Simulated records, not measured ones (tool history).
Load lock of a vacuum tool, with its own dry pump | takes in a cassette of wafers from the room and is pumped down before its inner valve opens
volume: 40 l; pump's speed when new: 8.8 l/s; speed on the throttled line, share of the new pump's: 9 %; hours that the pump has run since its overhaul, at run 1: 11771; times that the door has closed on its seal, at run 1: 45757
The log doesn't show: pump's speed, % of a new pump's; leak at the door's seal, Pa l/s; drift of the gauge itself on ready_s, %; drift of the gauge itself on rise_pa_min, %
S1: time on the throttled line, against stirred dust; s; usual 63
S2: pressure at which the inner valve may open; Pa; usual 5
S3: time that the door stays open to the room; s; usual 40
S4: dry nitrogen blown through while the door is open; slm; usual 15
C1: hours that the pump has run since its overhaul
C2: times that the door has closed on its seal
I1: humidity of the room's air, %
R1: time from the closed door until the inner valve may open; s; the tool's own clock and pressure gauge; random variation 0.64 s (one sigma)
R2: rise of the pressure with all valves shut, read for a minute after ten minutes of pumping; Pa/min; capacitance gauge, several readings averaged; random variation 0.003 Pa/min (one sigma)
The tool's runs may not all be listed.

run     day  S1  S2   S3  S4     C1     C2    I1     R1     R2
  1   0.000  63   5   40  15  11771  45757  44.9  108.2  0.546
  2   6.450  63   5   40  31  11926  46166  44.7  107.9  0.538
  3  15.946  37   5   40  15  12154  46768  44.2   86.2  0.565
  4  27.925  37   5   40  15  12441  47527  44.6   86.0  0.570
     36.962  -- door's seal changed, seat wiped
  5  40.267  37   5   40  15  12736    210  49.5   86.7  0.045
  6  49.175  37   5   40  15  12950    774  45.2   87.2  0.048
  7  55.433  37   5   40  15  13100   1171  43.5   86.5  0.046
  8  66.425  67   5  138   4  13364   1868  44.1  113.5  0.093
  9  75.900  67   5  138   4  13591   2468  44.5  113.4  0.098
 10  84.342  43   5   40   7  13794   3003  44.7   93.1  0.062
 11  93.679  56   4   51  28  14018   3595  42.3  105.9  0.050

3 ways to go on from here, each from the tool as it stands after run 11. What would each give?
  A  105.883  82   5  40  12  14311  4368  44.2   ?   ?
  B  105.883  63   8  40  14  14311  4368  45.1   ?   ?
  C  105.883  35   5  45  24  14311  4368  44.3   ?   ?

run     R1     R2
  A  127.1  0.064
  B  108.2  0.064
  C   85.9  0.055
Without the tool's hidden state the same runs would have given:
run     R1     R2
  A  119.9  0.045
  B  101.0  0.045
  C   77.7  0.035
